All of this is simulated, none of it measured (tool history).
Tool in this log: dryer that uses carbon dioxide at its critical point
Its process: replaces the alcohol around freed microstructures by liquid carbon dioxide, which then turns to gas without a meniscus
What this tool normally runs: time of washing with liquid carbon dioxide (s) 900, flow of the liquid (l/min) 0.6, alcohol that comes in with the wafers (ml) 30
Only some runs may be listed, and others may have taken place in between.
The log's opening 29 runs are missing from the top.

run,hour,time of washing with liquid carbon dioxide (s),flow of the liquid (l/min),alcohol that comes in with the wafers (ml),hours of work since the filter was changed,hours of work since the purifier's bed was changed,alcohol left in the vessel before it's heated (ppm by volume)
30,1255.6,1320,0.654,24,201,264,27
31,1317.5,840,0.548,24,244,307,67
32,1348.8,780,0.737,24,266,329,39
33,1410.9,1140,0.985,30,309,372,30
34,1466.2,1140,0.985,30,347,411,38
35,1508.8,1140,0.985,30,377,441,35
36,1542,1140,0.643,30,400,464,35
37,1589.5,1440,0.525,102,433,497,39
38,1622.4,1440,0.525,102,456,520,40
# hour 1645.9: inlet filter changed
39,1654.1,1320,1.017,30,6,541,38

Branching from run 39: 5 alternative next runs. What would each branch give?
A,1707,1320,1.017,112,43,578,?
B,1707,600,0.565,30,43,578,?
C,1707,960,0.6,56,43,578,?
D,1707,1200,0.46,92,43,578,?
E,1707,900,0.677,88,43,578,?

run,alcohol left in the vessel before it's heated (ppm by volume)
A,45
B,269
C,53
D,77
E,54
Without the tool's hidden state the same runs would have given:
run,alcohol left in the vessel before it's heated (ppm by volume)
A,8
B,219
C,15
D,36
E,16
